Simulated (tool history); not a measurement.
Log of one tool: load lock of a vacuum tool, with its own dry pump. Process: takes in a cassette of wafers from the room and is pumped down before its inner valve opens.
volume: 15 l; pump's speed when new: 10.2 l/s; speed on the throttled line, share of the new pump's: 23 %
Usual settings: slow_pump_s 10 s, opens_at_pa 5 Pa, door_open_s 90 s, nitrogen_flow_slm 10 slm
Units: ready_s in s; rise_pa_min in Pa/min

| run | hour | slow_pump_s | opens_at_pa | door_open_s | nitrogen_flow_slm | incoming humidity of the room's air, % | ready_s | rise_pa_min |
|---|---|---|---|---|---|---|---|---|
| 1 | 0.0 | 10 | 5 | 90 | 10 | 45.6 | 24.6 | 0.134 |
| 2 | 252.2 | 10 | 5 | 94 | 10 | 44.1 | 24.8 | 0.134 |
| 3 | 441.9 | 10 | 5 | 94 | 10 | 47.4 | 24.3 | 0.139 |
| 4 | 842.8 | 10 | 5 | 94 | 10 | 44.1 | 24.3 | 0.135 |
| 5 | 1196.5 | 10 | 5 | 94 | 10 | 43.6 | 24.5 | 0.138 |
| 6 | 1549.2 | 10 | 5 | 94 | 10 | 43.0 | 24.8 | 0.133 |
| 7 | 1924.4 | 10 | 5 | 94 | 10 | 46.3 | 24.9 | 0.154 |
| 8 | 2267.8 | 10 | 5 | 94 | 10 | 49.8 | 24.8 | 0.160 |
| 9 | 2553.5 | 10 | 5 | 94 | 10 | 44.5 | 25.3 | 0.157 |
| 10 | 2861.2 | 10 | 5 | 94 | 10 | 46.6 | 25.5 | 0.164 |
| 11 | 3078.0 | 10 | 5 | 94 | 10 | 43.5 | 25.2 | 0.160 |
| 12 | 3447.9 | 10 | 10 | 90 | 10 | 48.3 | 23.9 | 0.165 |
| 13 | 3841.7 | 10 | 6 | 90 | 10 | 46.0 | 24.7 | 0.176 |
| 14 | 4258.6 | 10 | 5 | 90 | 10 | 48.3 | 25.4 | 0.182 |
| 15 | 4700.6 | 10 | 5 | 90 | 10 | 46.7 | 25.6 | 0.179 |
| 16 | 4890.2 | 10 | 5 | 28 | 10 | 45.1 | 25.8 | 0.146 |
| 17 | 5288.1 | 10 | 5 | 28 | 10 | 47.7 | 25.6 | 0.158 |
| 18 | 5611.5 | 10 | 5 | 90 | 10 | 46.8 | 25.4 | 0.188 |
| 19 | 5842.4 | 10 | 8 | 204 | 10 | 45.9 | 24.8 | 0.242 |
| 20 | 6291.1 | 17 | 5 | 90 | 10 | 43.8 | 30.5 | 0.193 |
| 21 | 6564.8 | 10 | 5 | 90 | 36 | 47.8 | 25.7 | 0.183 |
| 22 | 6816.2 | 13 | 10 | 90 | 10 | 44.6 | 26.4 | 0.201 |
| 23 | 7173.9 | 14 | 7 | 184 | 8 | 45.7 | 28.1 | 0.261 |
| 24 | 7467.6 | 10 | 6 | 90 | 10 | 43.9 | 25.7 | 0.216 |
|  | 7731.8 | dry pump taken out, an overhauled one fitted |
| 25 | 7836.6 | 6 | 9 | 115 | 12 | 46.4 | 18.0 | 0.228 |
| 26 | 8140.0 | 6 | 9 | 115 | 12 | 43.9 | 18.6 | 0.229 |
| 27 | 8507.2 | 5 | 9 | 27 | 12 | 41.2 | 18.2 | 0.196 |
| 28 | 8945.2 | 5 | 9 | 27 | 12 | 48.0 | 17.9 | 0.205 |
| 29 | 9169.2 | 7 | 9 | 27 | 21 | 44.2 | 19.7 | 0.201 |
| 30 | 9520.8 | 10 | 6 | 28 | 10 | 47.2 | 22.3 | 0.217 |
| 31 | 9867.9 | 10 | 6 | 28 | 10 | 42.7 | 22.8 | 0.220 |
| 32 | 10074.3 | 10 | 6 | 28 | 10 | 45.5 | 23.0 | 0.231 |
|  | 10201.9 | door's seal changed, seat wiped |
| 33 | 10397.8 | 7 | 7 | 188 | 13 | 47.6 | 20.1 | 0.096 |
| 34 | 10782.9 | 14 | 6 | 32 | 10 | 46.2 | 25.9 | 0.034 |
| 35 | 11221.2 | 14 | 6 | 32 | 10 | 42.7 | 25.1 | 0.027 |
| 36 | 11516.5 | 14 | 6 | 32 | 10 | 42.8 | 25.8 | 0.027 |

Forecast each of these 3 alternatives for the next run:
| A | 11710.3 | 14 | 8 | 32 | 10 | 42.4 | ? | ? |
| B | 11710.3 | 7 | 6 | 32 | 10 | 45.0 | ? | ? |
| C | 11710.3 | 10 | 6 | 90 | 10 | 43.1 | ? | ? |

| run | ready_s | rise_pa_min |
|---|---|---|
| A | 24.9 | 0.031 |
| B | 20.6 | 0.032 |
| C | 22.8 | 0.056 |
Without the tool's hidden state the same runs would have given:
| run | ready_s | rise_pa_min |
|---|---|---|
| A | 24.4 | 0.029 |
| B | 20.0 | 0.029 |
| C | 22.2 | 0.054 |
